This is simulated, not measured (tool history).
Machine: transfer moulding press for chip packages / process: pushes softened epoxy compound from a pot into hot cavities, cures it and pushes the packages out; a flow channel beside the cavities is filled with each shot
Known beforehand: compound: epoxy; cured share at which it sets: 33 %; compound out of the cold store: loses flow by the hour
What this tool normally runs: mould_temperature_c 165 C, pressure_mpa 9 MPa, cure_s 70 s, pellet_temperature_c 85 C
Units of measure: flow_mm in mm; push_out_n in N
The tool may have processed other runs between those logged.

run	hour	mould_temperature_c	pressure_mpa	cure_s	pellet_temperature_c	incoming compound's hours out of the cold store	flow_mm	push_out_n
1	0	165	9	70	85	21	612	469
2	27	170	9	70	85	10.5	631	664
3	47.5	165	9	84	85	46.8	520	747
# hour 60.3: cavities cleaned with cleaning compound and waxed
4	72.6	165	9	84	85	29.6	567	544
5	94.2	165	7.69	70	85	12.7	577	779
# hour 120.4: cavities cleaned with cleaning compound and waxed
6	127.6	165	7.69	70	85	23.8	535	552
7	145.2	165	7.69	70	85	19.3	553	693
# hour 179.2: cavities cleaned with cleaning compound and waxed
# hour 185.7: plunger's sealing rings changed
8	185.7	165	7.69	70	85	20.9	623	517
9	205.2	173	9	70	85	17.5	668	630
10	235.6	173	9	70	85	43.2	576	801
# hour 242.7: cavities cleaned with cleaning compound and waxed
11	274.7	161	9	70	85	44.3	583	797
# hour 302.4: cavities cleaned with cleaning compound and waxed
12	308.8	161	9	62	85	15.6	677	796
13	348.1	161	9	62	85	43.8	575	1104
# hour 364.1: cavities cleaned with cleaning compound and waxed
14	386.1	161	9	62	85	15.9	662	950
15	410.2	162	9	75	85	20.5	634	847
# hour 425.8: cavities cleaned with cleaning compound and waxed
16	428.3	165	10.36	70	85	41.9	604	494
17	455.4	165	10.36	70	85	26.7	652	684
18	479.9	165	10.36	70	85	39	607	819
# hour 487.6: cavities cleaned with cleaning compound and waxed
19	516.9	165	9	55	91	44.7	550	917
# hour 546.5: cavities cleaned with cleaning compound and waxed
20	546.8	165	9	55	91	19.6	621	634
21	575.3	167	9	88	91	24.6	598	659
22	598	171	8.16	88	91	38.7	518	755
# hour 607.6: cavities cleaned with cleaning compound and waxed
23	632	170	9	70	85	44.2	526	619
# hour 666.8: cavities cleaned with cleaning compound and waxed
24	670.2	169	7	70	85	23.3	519	487
25	693.4	169	10.86	70	77	15.7	671	650
26	713.1	173	9	70	85	12.2	608	740
# hour 727.5: cavities cleaned with cleaning compound and waxed
27	741.4	164	10.69	66	85	43.3	565	608

Below are 3 alternative next runs, each starting from the tool's condition after run 27. Predict each:
A	774.6	164	7.59	66	76	8.2	?	?
B	774.6	172	10.69	93	85	18.5	?	?
C	774.6	160	9.02	70	78	15	?	?

run	flow_mm	push_out_n
A	574	898
B	632	732
C	615	936
What these runs would have given with no unlogged condition in the tool:
run	flow_mm	push_out_n
A	658	556
B	725	421
C	705	589
